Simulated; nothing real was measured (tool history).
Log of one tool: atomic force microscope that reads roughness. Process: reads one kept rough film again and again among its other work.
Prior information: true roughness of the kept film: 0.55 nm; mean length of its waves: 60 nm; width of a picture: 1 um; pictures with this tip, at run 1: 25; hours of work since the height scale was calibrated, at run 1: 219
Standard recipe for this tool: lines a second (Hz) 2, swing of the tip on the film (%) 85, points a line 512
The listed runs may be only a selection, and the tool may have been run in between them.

| run | day | lines a second (Hz) | swing of the tip on the film (%) | points a line | pictures with this tip | hours of work since the height scale was calibrated | roughness of the kept film (nm (root mean square)) |
|---|---|---|---|---|---|---|---|
| 1 | 0 | 2 | 85 | 512 | 25 | 219 | 0.4411 |
| 2 | 1.046 | 2 | 85 | 512 | 58 | 233 | 0.4398 |
| 3 | 1.875 | 2 | 85 | 512 | 85 | 244 | 0.441 |
| 4 | 2.496 | 2 | 85 | 512 | 104 | 253 | 0.4387 |
| 5 | 3.388 | 2 | 85 | 468 | 133 | 265 | 0.4384 |
| 6 | 4.088 | 0.85 | 85 | 412 | 155 | 274 | 0.4958 |
| 7 | 5.283 | 0.85 | 85 | 412 | 193 | 291 | 0.4945 |
| 8 | 6.412 | 0.85 | 85 | 412 | 229 | 306 | 0.4927 |
| 9 | 7.112 | 0.85 | 85 | 412 | 251 | 315 | 0.4936 |
| 10 | 8.346 | 2 | 55 | 430 | 290 | 332 | 0.524 |

5 options for the next run, each taken on its own from the tool as it stands now. Forecast them:
|  | 8.883 | new tip fitted |
| A | 9.129 | 1.38 | 69 | 430 | 8 | 343 | ? |
|  | 8.883 | new tip fitted |
| B | 9.129 | 1.14 | 85 | 458 | 8 | 343 | ? |
|  | 8.883 | new tip fitted |
| C | 9.129 | 2 | 70 | 789 | 8 | 343 | ? |
|  | 8.883 | new tip fitted |
| D | 9.129 | 2.67 | 85 | 512 | 8 | 343 | ? |
|  | 8.883 | new tip fitted |
| E | 9.129 | 1.56 | 81 | 512 | 8 | 343 | ? |

| run | roughness of the kept film (nm (root mean square)) |
|---|---|
| A | 0.511 |
| B | 0.482 |
| C | 0.4922 |
| D | 0.4155 |
| E | 0.4744 |
Had the tool no hidden state, the same runs would have come out as:
| run | roughness of the kept film (nm (root mean square)) |
|---|---|
| A | 0.5098 |
| B | 0.4809 |
| C | 0.491 |
| D | 0.4145 |
| E | 0.4733 |
